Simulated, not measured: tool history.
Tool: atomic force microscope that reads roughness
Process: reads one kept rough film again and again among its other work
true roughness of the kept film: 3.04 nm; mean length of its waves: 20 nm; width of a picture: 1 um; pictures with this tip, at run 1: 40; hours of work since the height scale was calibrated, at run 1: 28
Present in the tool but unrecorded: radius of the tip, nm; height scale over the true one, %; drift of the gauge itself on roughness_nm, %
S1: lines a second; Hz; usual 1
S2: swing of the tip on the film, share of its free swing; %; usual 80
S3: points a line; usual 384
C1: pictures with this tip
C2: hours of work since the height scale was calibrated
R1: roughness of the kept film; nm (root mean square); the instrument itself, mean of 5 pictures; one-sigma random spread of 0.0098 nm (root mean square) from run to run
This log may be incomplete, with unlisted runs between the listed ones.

Run 1, hour 0: usual settings; C1 40; C2 28. Result: R1 1.921 nm (root mean square).
Run 2, hour 8.3: usual settings; C1 46; C2 31. Result: R1 1.859 nm (root mean square).
Run 3, hour 14.7: usual settings but S1 2.17 Hz; C1 52; C2 34. Result: R1 1.779 nm (root mean square).
Run 4, hour 20: usual settings but S1 2.17 Hz; C1 56; C2 36. Result: R1 1.745 nm (root mean square).
Run 5, hour 30.7: usual settings but S1 2.17 Hz; C1 65; C2 40. Result: R1 1.706 nm (root mean square).
Run 6, hour 37.8: usual settings but S1 2.17 Hz, S2 72 %; C1 71; C2 43. Result: R1 1.718 nm (root mean square).
Run 7, hour 44.8: usual settings but S1 2.17 Hz, S2 72 %; C1 76; C2 46. Result: R1 1.682 nm (root mean square).
Run 8, hour 54.8: usual settings but S2 77 %; C1 85; C2 50. Result: R1 1.669 nm (root mean square).
Run 9, hour 65.6: usual settings but S2 77 %; C1 93; C2 54. Result: R1 1.615 nm (root mean square).
Run 10, hour 73: usual settings but S1 3.42 Hz; C1 100; C2 57. Result: R1 1.491 nm (root mean square).
Run 11, hour 79.5: usual settings but S1 3.42 Hz; C1 105; C2 60. Result: R1 1.481 nm (root mean square).
Run 12, hour 85.2: usual settings but S3 462; C1 110; C2 62. Result: R1 1.566 nm (root mean square).
Run 13, hour 93.2: usual settings but S3 462; C1 116; C2 66. Result: R1 1.532 nm (root mean square).
Run 14, hour 103.3: usual settings but S3 462; C1 124; C2 70. Result: R1 1.485 nm (root mean square).
Run 15, hour 108.5: usual settings but S1 0.74 Hz, S2 89 %, S3 275; C1 129; C2 72. Result: R1 1.439 nm (root mean square).
Run 16, hour 117.9: usual settings but S1 0.74 Hz, S2 89 %, S3 275; C1 136; C2 76. Result: R1 1.422 nm (root mean square).
Run 17, hour 127: usual settings but S1 1.8 Hz, S2 89 %, S3 827; C1 144; C2 79. Result: R1 1.383 nm (root mean square).
Run 18, hour 134.8: usual settings but S2 89 %, S3 717; C1 150; C2 82. Result: R1 1.407 nm (root mean square).
At hour 138.7: new tip fitted.
Run 19, hour 146.1: usual settings but S2 89 %, S3 717; C1 6; C2 87. Result: R1 2.156 nm (root mean square).
Run 20, hour 155.2: usual settings but S2 89 %, S3 717; C1 14; C2 90. Result: R1 2.063 nm (root mean square).
Run 21, hour 163: usual settings but S2 65 %; C1 20; C2 94. Result: R1 2.072 nm (root mean square).
Run 22, hour 168.2: usual settings but S2 65 %; C1 24; C2 96. Result: R1 2.04 nm (root mean square).
Run 23, hour 179.2: usual settings but S1 3 Hz, S3 393; C1 33; C2 100. Result: R1 1.852 nm (root mean square).
Run 24, hour 187.6: usual settings but S1 3 Hz, S3 393; C1 40; C2 104. Result: R1 1.813 nm (root mean square).
Run 25, hour 195.3: usual settings but S1 1.44 Hz, S2 66 %, S3 461; C1 47; C2 107. Result: R1 1.899 nm (root mean square).

Below are 5 alternative next runs, each starting from the tool's condition after run 25. Predict each:
Run A, hour 206.8: usual settings but S1 1.44 Hz, S2 86 %, S3 789; C1 56; C2 111. Result: R1 ?.
Run B, hour 206.8: usual settings but S1 0.68 Hz, S2 78 %, S3 304; C1 56; C2 111. Result: R1 ?.
Run C, hour 206.8: usual settings but S2 63 %; C1 56; C2 111. Result: R1 ?.
Run D, hour 206.8: usual settings but S1 2.58 Hz, S3 502; C1 56; C2 111. Result: R1 ?.
Run E, hour 206.8: usual settings but S1 1.04 Hz, S2 66 %, S3 461; C1 56; C2 111. Result: R1 ?.

run     R1
  A  1.791
  B  1.822
  C  1.843
  D  1.747
  E  1.853
Without the tool's hidden state the same runs would have given:
run     R1
  A  2.211
  B   2.25
  C  2.275
  D  2.155
  E  2.287
